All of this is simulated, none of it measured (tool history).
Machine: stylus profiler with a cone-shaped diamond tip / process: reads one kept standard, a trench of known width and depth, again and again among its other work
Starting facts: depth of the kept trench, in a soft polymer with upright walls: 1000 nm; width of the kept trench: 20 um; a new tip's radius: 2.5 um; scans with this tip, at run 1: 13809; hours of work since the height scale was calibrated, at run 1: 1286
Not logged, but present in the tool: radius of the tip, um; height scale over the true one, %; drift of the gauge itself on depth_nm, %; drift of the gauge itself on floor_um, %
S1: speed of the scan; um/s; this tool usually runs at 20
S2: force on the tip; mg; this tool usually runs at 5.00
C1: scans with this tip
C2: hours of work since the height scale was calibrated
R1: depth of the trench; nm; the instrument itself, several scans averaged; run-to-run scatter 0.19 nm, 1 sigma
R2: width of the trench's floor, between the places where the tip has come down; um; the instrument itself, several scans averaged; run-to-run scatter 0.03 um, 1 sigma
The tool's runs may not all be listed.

{"run": 1, "hour": 0.0, "S1": 20, "S2": 5.0, "C1": 13809, "C2": 1286, "R1": 1025.14, "R2": 14.48}
{"hour": 9.4, "done": "new tip fitted, height scale calibrated"}
{"run": 2, "hour": 19.8, "S1": 20, "S2": 5.0, "C1": 63, "C2": 6, "R1": 1023.36, "R2": 15.97}
{"run": 3, "hour": 29.5, "S1": 9, "S2": 5.0, "C1": 121, "C2": 11, "R1": 1023.85, "R2": 16.0}
{"run": 4, "hour": 40.9, "S1": 20, "S2": 5.0, "C1": 190, "C2": 18, "R1": 1023.89, "R2": 15.93}
{"run": 5, "hour": 50.5, "S1": 20, "S2": 5.0, "C1": 248, "C2": 23, "R1": 1023.45, "R2": 15.96}
{"run": 6, "hour": 67.4, "S1": 20, "S2": 5.0, "C1": 350, "C2": 33, "R1": 1023.82, "R2": 15.95}
{"run": 7, "hour": 78.0, "S1": 20, "S2": 5.0, "C1": 414, "C2": 39, "R1": 1023.59, "R2": 15.92}
{"run": 8, "hour": 90.3, "S1": 20, "S2": 13.55, "C1": 488, "C2": 45, "R1": 1045.8, "R2": 15.9}
{"run": 9, "hour": 107.5, "S1": 20, "S2": 5.0, "C1": 592, "C2": 55, "R1": 1023.6, "R2": 15.88}
{"run": 10, "hour": 123.5, "S1": 20, "S2": 3.96, "C1": 688, "C2": 64, "R1": 1020.26, "R2": 15.9}
{"run": 11, "hour": 131.4, "S1": 20, "S2": 5.0, "C1": 736, "C2": 68, "R1": 1023.59, "R2": 15.8}
{"run": 12, "hour": 150.2, "S1": 20, "S2": 5.0, "C1": 849, "C2": 79, "R1": 1023.5, "R2": 15.82}
{"run": 13, "hour": 168.6, "S1": 20, "S2": 5.0, "C1": 959, "C2": 89, "R1": 1023.63, "R2": 15.85}
{"run": 14, "hour": 181.0, "S1": 20, "S2": 5.0, "C1": 1035, "C2": 96, "R1": 1023.57, "R2": 15.85}
{"run": 15, "hour": 192.3, "S1": 17, "S2": 5.0, "C1": 1103, "C2": 103, "R1": 1023.58, "R2": 15.8}
{"run": 16, "hour": 209.5, "S1": 20, "S2": 10.32, "C1": 1206, "C2": 112, "R1": 1038.46, "R2": 15.83}
{"run": 17, "hour": 221.4, "S1": 20, "S2": 12.87, "C1": 1278, "C2": 119, "R1": 1045.09, "R2": 15.84}
{"run": 18, "hour": 233.7, "S1": 8, "S2": 5.0, "C1": 1352, "C2": 126, "R1": 1023.74, "R2": 15.79}
{"run": 19, "hour": 243.3, "S1": 8, "S2": 5.0, "C1": 1410, "C2": 131, "R1": 1023.78, "R2": 15.83}
{"run": 20, "hour": 253.9, "S1": 11, "S2": 3.06, "C1": 1474, "C2": 137, "R1": 1017.17, "R2": 15.8}
{"run": 21, "hour": 265.5, "S1": 5, "S2": 1.99, "C1": 1544, "C2": 144, "R1": 1012.7, "R2": 15.73}
{"run": 22, "hour": 274.7, "S1": 12, "S2": 12.94, "C1": 1599, "C2": 149, "R1": 1044.86, "R2": 15.85}
{"run": 23, "hour": 291.4, "S1": 12, "S2": 12.94, "C1": 1700, "C2": 158, "R1": 1044.53, "R2": 15.79}
{"run": 24, "hour": 307.1, "S1": 6, "S2": 7.96, "C1": 1795, "C2": 167, "R1": 1032.46, "R2": 15.76}
{"run": 25, "hour": 324.7, "S1": 19, "S2": 11.99, "C1": 1901, "C2": 177, "R1": 1042.5, "R2": 15.68}
{"run": 26, "hour": 338.4, "S1": 36, "S2": 2.86, "C1": 1983, "C2": 185, "R1": 1016.33, "R2": 15.59}

A few steps of R1 between consecutive runs. Split each: what settings, incoming material and random variation would produce without the hidden state, and what is left over for the hidden state, along with gauge scatter present in only one of the two compared results (measured, and without hidden state):
Run 1 -> 2: new tip fitted, height scale calibrated. R1 -1.78 nm: hidden state -1.74, all else -0.04.
Run 8 -> 9: S2 13.55 -> 5.00. R1 -22.20 nm: hidden state +0.03, all else -22.23.
Run 21 -> 22: S1 5 -> 12, S2 1.99 -> 12.94. R1 +32.16 nm: hidden state +0.00, all else +32.16.
Run 25 -> 26: S1 19 -> 36, S2 11.99 -> 2.86. R1 -26.17 nm: hidden state +0.01, all else -26.18.

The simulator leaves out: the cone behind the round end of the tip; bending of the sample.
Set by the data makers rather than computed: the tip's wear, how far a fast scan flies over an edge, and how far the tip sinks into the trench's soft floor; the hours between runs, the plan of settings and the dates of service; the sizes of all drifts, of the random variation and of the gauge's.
